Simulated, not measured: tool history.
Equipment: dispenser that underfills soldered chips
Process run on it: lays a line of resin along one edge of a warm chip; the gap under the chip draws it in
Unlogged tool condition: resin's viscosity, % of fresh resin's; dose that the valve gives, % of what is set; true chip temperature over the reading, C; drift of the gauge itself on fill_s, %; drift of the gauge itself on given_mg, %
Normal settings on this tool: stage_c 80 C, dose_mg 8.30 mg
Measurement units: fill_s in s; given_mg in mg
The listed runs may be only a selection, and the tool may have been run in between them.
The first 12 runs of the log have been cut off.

run	hour	stage_c	dose_mg	hours of work since the syringe was changed	hours of work since the valve was cleaned	hours of work since the stage was calibrated	fill_s	given_mg
# hour 82.2: new syringe of resin
13	83.9	80	10.50	1	9	128	62.1	10.45
14	89.2	80	8.48	5	13	132	71.0	8.37
# hour 90.8: new syringe of resin
15	97.1	80	8.30	4	18	137	66.9	8.18
# hour 99.3: new syringe of resin
16	106.5	80	8.30	5	24	143	70.3	8.13
# hour 108.2: new syringe of resin
17	112.2	80	8.30	3	28	147	66.3	8.23
# hour 116.9: new syringe of resin
18	118.7	80	8.30	1	32	151	62.5	8.03
# hour 125.3: new syringe of resin
19	125.9	95	9.63	0	37	156	37.9	9.44
20	130.4	86	8.80	4	40	159	54.8	8.57
# hour 133.9: new syringe of resin
21	137.8	90	9.36	3	45	164	46.3	9.25
# hour 142.8: new syringe of resin
22	146.8	66	10.36	3	51	170	106.4	9.98
# hour 151.4: new syringe of resin
23	156.4	94	9.50	4	58	177	41.0	9.11
# hour 160.3: new syringe of resin
24	165.2	94	9.50	3	64	183	41.8	9.10
# hour 168.7: new syringe of resin
25	169.5	69	9.75	1	66	186	89.1	9.36
# hour 177.3: new syringe of resin
26	177.3	66	10.34	0	72	191	98.2	9.82
27	181.7	66	10.34	3	75	194	109.0	9.68
# hour 185.7: new syringe of resin
28	189.2	78	8.43	2	80	199	70.5	8.00
# hour 194.5: new syringe of resin
29	194.6	78	8.43	0	83	202	65.5	8.00
30	202.2	94	8.43	5	89	208	45.7	7.92
# hour 202.9: new syringe of resin
31	208.2	75	10.49	4	93	212	79.8	9.83
# hour 211.3: new syringe of resin
32	212.4	85	9.75	1	95	214	51.8	9.20
# hour 219.9: new syringe of resin
33	220.0	66	7.31	0	101	220	103.8	6.90
# hour 228.7: new syringe of resin
34	229.7	66	7.31	1	107	226	106.5	6.73
# hour 234.9: dispensing valve cleaned and set on the balance
# hour 238.3: new syringe of resin
35	239.1	86	9.82	1	3	232	50.7	9.80

4 options for the next run, each taken on its own from the tool as it stands now. Forecast them:
# hour 247.0: new syringe of resin
A	247.0	86	9.65	0	8	237	?	?
# hour 247.0: new syringe of resin
B	247.0	65	7.27	0	8	237	?	?
# hour 247.0: new syringe of resin
C	247.0	93	10.16	0	8	237	?	?
# hour 247.0: new syringe of resin
D	247.0	84	9.22	0	8	237	?	?

run	fill_s	given_mg
A	48.8	9.50
B	105.1	7.17
C	38.8	10.12
D	52.3	9.11
With no hidden state in the tool, these same runs would have given:
run	fill_s	given_mg
A	47.3	9.54
B	101.2	7.21
C	37.7	10.17
D	50.7	9.15

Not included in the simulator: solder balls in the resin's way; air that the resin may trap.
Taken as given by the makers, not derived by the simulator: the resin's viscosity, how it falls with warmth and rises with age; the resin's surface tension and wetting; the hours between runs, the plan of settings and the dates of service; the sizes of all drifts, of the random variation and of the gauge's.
